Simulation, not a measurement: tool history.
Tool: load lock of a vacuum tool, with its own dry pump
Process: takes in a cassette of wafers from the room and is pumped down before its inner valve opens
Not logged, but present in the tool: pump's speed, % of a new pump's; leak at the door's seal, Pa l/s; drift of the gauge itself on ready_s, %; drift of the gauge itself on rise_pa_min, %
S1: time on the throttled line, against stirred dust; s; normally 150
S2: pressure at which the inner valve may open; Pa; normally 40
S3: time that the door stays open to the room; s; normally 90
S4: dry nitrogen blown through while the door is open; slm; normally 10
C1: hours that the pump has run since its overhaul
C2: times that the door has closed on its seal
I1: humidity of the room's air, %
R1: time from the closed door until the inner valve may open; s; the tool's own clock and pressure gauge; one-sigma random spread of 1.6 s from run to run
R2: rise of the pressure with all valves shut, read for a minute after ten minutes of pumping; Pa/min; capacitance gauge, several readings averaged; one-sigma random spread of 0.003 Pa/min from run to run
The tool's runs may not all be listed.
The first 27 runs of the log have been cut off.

Run 28, hour 7349.9: usual settings but S1 202 s, S2 33 Pa, S3 45 s; C1 2226; C2 45019; I1 44.0. Result: R1 303.2 s, R2 0.181 Pa/min.
Run 29, hour 7716.5: usual settings but S2 29 Pa, S3 82 s; C1 2593; C2 46336; I1 43.1. Result: R1 270.9 s, R2 0.198 Pa/min.
Run 30, hour 7956.0: usual settings but S2 29 Pa, S3 82 s; C1 2833; C2 47196; I1 45.5. Result: R1 273.6 s, R2 0.206 Pa/min.
At hour 8049.6: door's seal changed, seat wiped.
Run 31, hour 8273.9: usual settings but S2 29 Pa, S3 82 s; C1 3149; C2 805; I1 45.3. Result: R1 271.1 s, R2 0.039 Pa/min.
Run 32, hour 8575.2: usual settings but S2 29 Pa, S3 82 s; C1 3450; C2 1887; I1 44.8. Result: R1 275.1 s, R2 0.047 Pa/min.
Run 33, hour 8956.5: usual settings but S3 78 s, S4 32 slm; C1 3832; C2 3256; I1 42.9. Result: R1 265.5 s, R2 0.025 Pa/min.
Run 34, hour 9132.3: usual settings but S3 78 s, S4 32 slm; C1 4007; C2 3888; I1 42.6. Result: R1 269.6 s, R2 0.026 Pa/min.
Run 35, hour 9391.4: usual settings but S3 44 s, S4 32 slm; C1 4266; C2 4818; I1 48.6. Result: R1 269.0 s, R2 0.022 Pa/min.

Branching from run 35: 4 alternative next runs. What would each branch give?
Run A, hour 9754.4: usual settings but S2 35 Pa, S3 44 s, S4 32 slm; C1 4629; C2 6122; I1 43.2. Result: R1 ?, R2 ?.
Run B, hour 9754.4: usual settings but S2 49 Pa, S3 30 s, S4 23 slm; C1 4629; C2 6122; I1 41.9. Result: R1 ?, R2 ?.
Run C, hour 9754.4: usual settings but S2 29 Pa, S3 110 s; C1 4629; C2 6122; I1 47.8. Result: R1 ?, R2 ?.
Run D, hour 9754.4: usual settings but S2 56 Pa; C1 4629; C2 6122; I1 43.2. Result: R1 ?, R2 ?.

run     R1     R2
  A  272.3  0.022
  B  263.4  0.024
  C  275.9  0.061
  D  264.6  0.048
Had the tool no hidden state, the same runs would have come out as:
run     R1     R2
  A  260.0  0.015
  B  251.8  0.017
  C  263.1  0.053
  D  252.8  0.040

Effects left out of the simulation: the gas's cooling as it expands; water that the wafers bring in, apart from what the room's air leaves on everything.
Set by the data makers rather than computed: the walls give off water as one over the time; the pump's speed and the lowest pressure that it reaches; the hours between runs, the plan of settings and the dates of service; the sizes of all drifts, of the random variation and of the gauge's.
